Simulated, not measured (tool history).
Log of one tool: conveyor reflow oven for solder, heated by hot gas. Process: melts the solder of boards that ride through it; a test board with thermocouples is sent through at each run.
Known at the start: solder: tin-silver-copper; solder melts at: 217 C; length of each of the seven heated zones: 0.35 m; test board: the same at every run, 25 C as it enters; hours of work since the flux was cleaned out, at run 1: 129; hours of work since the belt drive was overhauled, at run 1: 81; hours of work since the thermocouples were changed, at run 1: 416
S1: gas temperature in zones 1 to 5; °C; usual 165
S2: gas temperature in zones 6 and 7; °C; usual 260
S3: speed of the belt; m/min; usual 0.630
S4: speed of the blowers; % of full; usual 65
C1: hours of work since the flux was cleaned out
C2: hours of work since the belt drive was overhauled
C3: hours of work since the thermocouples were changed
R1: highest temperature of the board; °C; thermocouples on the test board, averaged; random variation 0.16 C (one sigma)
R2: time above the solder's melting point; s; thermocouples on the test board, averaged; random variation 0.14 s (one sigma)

run,day,S1,S2,S3,S4,C1,C2,C3,R1,R2
1,0.000,165,260,0.630,65,129,81,416,240.4,37.9
2,1.262,165,260,0.627,65,145,97,433,240.9,38.5
3,2.096,165,260,0.627,65,156,108,443,240.4,38.3
4,3.071,165,260,0.630,65,168,121,456,240.4,37.6
5,3.658,165,260,0.664,65,176,128,463,238.4,33.4
6,4.925,165,260,0.630,65,192,144,479,240.1,37.4
7,5.871,163,260,0.630,65,204,156,491,239.7,36.3
8,6.479,165,260,0.630,65,212,164,499,239.9,37.0
9,7.683,165,260,0.630,65,227,179,515,239.8,37.3
# day 8.567: flux residue cleaned out of gas plates and filters
10,9.008,165,260,0.630,65,6,194,529,240.9,38.7
# day 9.262: belt drive overhauled, speed set with a stopwatch
11,10.467,165,262,0.630,65,22,15,545,242.8,40.1
# day 11.200: thermocouples of zones 6 and 7 changed
12,11.358,165,262,0.630,65,32,26,2,244.3,41.4
# day 11.725: belt drive overhauled, speed set with a stopwatch, once more
13,12.183,165,262,0.630,65,41,6,10,243.9,41.1
14,13.383,165,260,0.522,65,56,21,26,247.8,55.2
15,14.667,165,260,0.522,65,73,38,42,247.7,55.5
16,15.246,165,260,0.522,65,80,45,50,247.9,55.1
17,16.138,174,260,0.522,65,91,56,61,249.1,59.5
18,17.496,157,260,0.522,65,109,74,78,246.3,51.4
19,18.617,165,260,0.636,65,123,88,93,241.3,38.1
20,19.633,163,260,0.522,65,136,101,106,247.3,53.8
21,20.446,152,260,0.630,52,146,111,116,235.1,28.5
22,21.783,152,260,0.630,52,164,129,133,235.3,28.2
23,22.767,175,260,0.630,71,176,141,146,244.4,44.8
24,24.100,175,270,0.573,75,193,158,163,256.5,58.6
25,25.329,165,266,0.721,86,209,174,178,245.6,36.7
26,26.042,165,254,0.721,86,218,183,188,235.5,28.3
27,27.238,152,267,0.721,86,233,198,203,243.4,32.0
# day 27.658: flux residue cleaned out of gas plates and filters
28,28.508,161,260,0.630,69,11,212,216,242.6,39.4
29,29.733,166,261,0.599,60,27,227,232,243.8,43.7
30,30.975,165,260,0.630,59,42,243,248,240.9,38.1

Hidden state or all else? Some run-to-run changes of R1, split into what the settings, what came in and random variation would give without the hidden state, and what is left for the hidden state (with any gauge scatter that isn't in both results):
The hidden state here: heat that the gas passes to the board, % of a clean oven's; belt's true speed, % of the reading; true gas temperature in zones 6 and 7 over the reading, C; drift of the gauge itself on peak_c, C; drift of the gauge itself on liquid_s, %.
Run 9 -> 10: flux residue cleaned out of gas plates and filters. R1 +1.1 °C: hidden state +1.3, all else -0.2.
Run 11 -> 12: thermocouples of zones 6 and 7 changed. R1 +1.5 °C: hidden state +1.6, all else -0.1.
Run 20 -> 21: S1 163 -> 152, S3 0.522 -> 0.630, S4 65 -> 52. R1 -12.2 °C: hidden state -0.4, all else -11.8.
Run 23 -> 24: S2 260 -> 270, S3 0.630 -> 0.573, S4 71 -> 75. R1 +12.1 °C: hidden state -0.1, all else +12.2.
Run 24 -> 25: S1 175 -> 165, S2 270 -> 266, S3 0.573 -> 0.721, S4 75 -> 86. R1 -10.9 °C: hidden state -0.7, all else -10.2.
Run 27 -> 28: S1 152 -> 161, S2 267 -> 260, S3 0.721 -> 0.630, S4 86 -> 69, flux residue cleaned out of gas plates and filters. R1 -0.8 °C: hidden state +2.2, all else -3.0.
